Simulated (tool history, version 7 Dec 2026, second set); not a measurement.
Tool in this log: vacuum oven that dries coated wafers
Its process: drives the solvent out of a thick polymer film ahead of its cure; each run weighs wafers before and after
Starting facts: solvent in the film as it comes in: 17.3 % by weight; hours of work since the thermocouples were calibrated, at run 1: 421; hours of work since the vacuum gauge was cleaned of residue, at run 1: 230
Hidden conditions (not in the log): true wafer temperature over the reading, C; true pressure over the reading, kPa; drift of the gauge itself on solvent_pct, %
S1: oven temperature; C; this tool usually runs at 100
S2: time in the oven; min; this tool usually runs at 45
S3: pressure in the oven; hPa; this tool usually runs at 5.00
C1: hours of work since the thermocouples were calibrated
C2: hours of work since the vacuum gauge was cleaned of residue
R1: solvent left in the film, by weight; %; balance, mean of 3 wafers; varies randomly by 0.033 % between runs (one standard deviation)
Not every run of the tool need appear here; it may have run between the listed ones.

run 1 hour=0.0 | S1=100 S2=45 S3=5.00 | C1=421 C2=230 | R1=2.68
run 2 hour=11.3 | S1=100 S2=45 S3=5.00 | C1=426 C2=235 | R1=2.68
run 3 hour=17.9 | S1=100 S2=45 S3=5.00 | C1=429 C2=238 | R1=2.67
run 4 hour=24.4 | S1=100 S2=45 S3=5.00 | C1=432 C2=241 | R1=2.70
run 5 hour=33.9 | S1=100 S2=45 S3=5.00 | C1=437 C2=245 | R1=2.67
run 6 hour=41.5 | S1=100 S2=45 S3=5.00 | C1=440 C2=249 | R1=2.61
run 7 hour=51.4 | S1=100 S2=45 S3=5.00 | C1=445 C2=253 | R1=2.66
run 8 hour=63.4 | S1=100 S2=45 S3=5.00 | C1=450 C2=259 | R1=2.62
run 9 hour=71.9 | S1=100 S2=45 S3=5.00 | C1=454 C2=263 | R1=2.66
run 10 hour=83.0 | S1=100 S2=45 S3=5.00 | C1=459 C2=268 | R1=2.61
run 11 hour=88.1 | S1=100 S2=24 S3=5.00 | C1=461 C2=270 | R1=5.66
run 12 hour=96.8 | S1=100 S2=45 S3=5.17 | C1=465 C2=274 | R1=2.67
run 13 hour=107.1 | S1=100 S2=45 S3=5.17 | C1=470 C2=279 | R1=2.66
run 14 hour=119.4 | S1=100 S2=45 S3=5.00 | C1=476 C2=284 | R1=2.72
run 15 hour=130.8 | S1=100 S2=45 S3=5.00 | C1=481 C2=290 | R1=2.65
run 16 hour=139.1 | S1=100 S2=45 S3=5.00 | C1=485 C2=293 | R1=2.68
run 17 hour=144.8 | S1=106 S2=45 S3=5.00 | C1=487 C2=296 | R1=1.45
run 18 hour=155.2 | S1=106 S2=45 S3=5.00 | C1=492 C2=301 | R1=1.45
run 19 hour=166.0 | S1=92 S2=37 S3=5.00 | C1=497 C2=306 | R1=5.85
run 20 hour=175.9 | S1=86 S2=55 S3=5.00 | C1=502 C2=310 | R1=5.73
run 21 hour=183.0 | S1=86 S2=55 S3=5.00 | C1=505 C2=313 | R1=5.68
run 22 hour=193.6 | S1=94 S2=45 S3=5.00 | C1=510 C2=318 | R1=4.28
run 23 hour=198.7 | S1=109 S2=27 S3=3.17 | C1=512 C2=321 | R1=2.55
run 24 hour=208.8 | S1=93 S2=45 S3=6.65 | C1=517 C2=325 | R1=4.64
run 25 hour=215.7 | S1=93 S2=70 S3=6.65 | C1=520 C2=328 | R1=2.75
run 26 hour=228.0 | S1=100 S2=66 S3=14.01 | C1=526 C2=334 | R1=2.10
run 27 hour=239.9 | S1=89 S2=26 S3=5.00 | C1=531 C2=340 | R1=8.32
run 28 hour=246.3 | S1=110 S2=34 S3=8.84 | C1=534 C2=342 | R1=1.79
run 29 hour=254.1 | S1=110 S2=35 S3=4.72 | C1=538 C2=346 | R1=1.52
run 30 hour=264.6 | S1=110 S2=61 S3=4.72 | C1=542 C2=351 | R1=0.56
run 31 hour=273.0 | S1=97 S2=22 S3=3.45 | C1=546 C2=355 | R1=6.79
run 32 hour=278.3 | S1=107 S2=41 S3=3.38 | C1=549 C2=357 | R1=1.47
run 33 hour=284.8 | S1=107 S2=41 S3=3.38 | C1=552 C2=360 | R1=1.47
run 34 hour=291.8 | S1=105 S2=40 S3=4.75 | C1=555 C2=363 | R1=1.98

Predict each of these 4 candidate next runs independently; none follows another, all start after run 34:
run A hour=298.3 | S1=104 S2=34 S3=11.81 | C1=558 C2=366 | R1=?
run B hour=298.3 | S1=112 S2=40 S3=4.75 | C1=558 C2=366 | R1=?
run C hour=298.3 | S1=90 S2=40 S3=4.75 | C1=558 C2=366 | R1=?
run D hour=298.3 | S1=92 S2=50 S3=19.17 | C1=558 C2=366 | R1=?

run=A R1=3.20
run=B R1=0.91
run=C R1=6.07
run=D R1=5.45
The same runs, with their run-to-run variation unchanged, on a tool lacking any hidden condition would have given:
run=A R1=3.38
run=B R1=0.97
run=C R1=6.29
run=D R1=5.67

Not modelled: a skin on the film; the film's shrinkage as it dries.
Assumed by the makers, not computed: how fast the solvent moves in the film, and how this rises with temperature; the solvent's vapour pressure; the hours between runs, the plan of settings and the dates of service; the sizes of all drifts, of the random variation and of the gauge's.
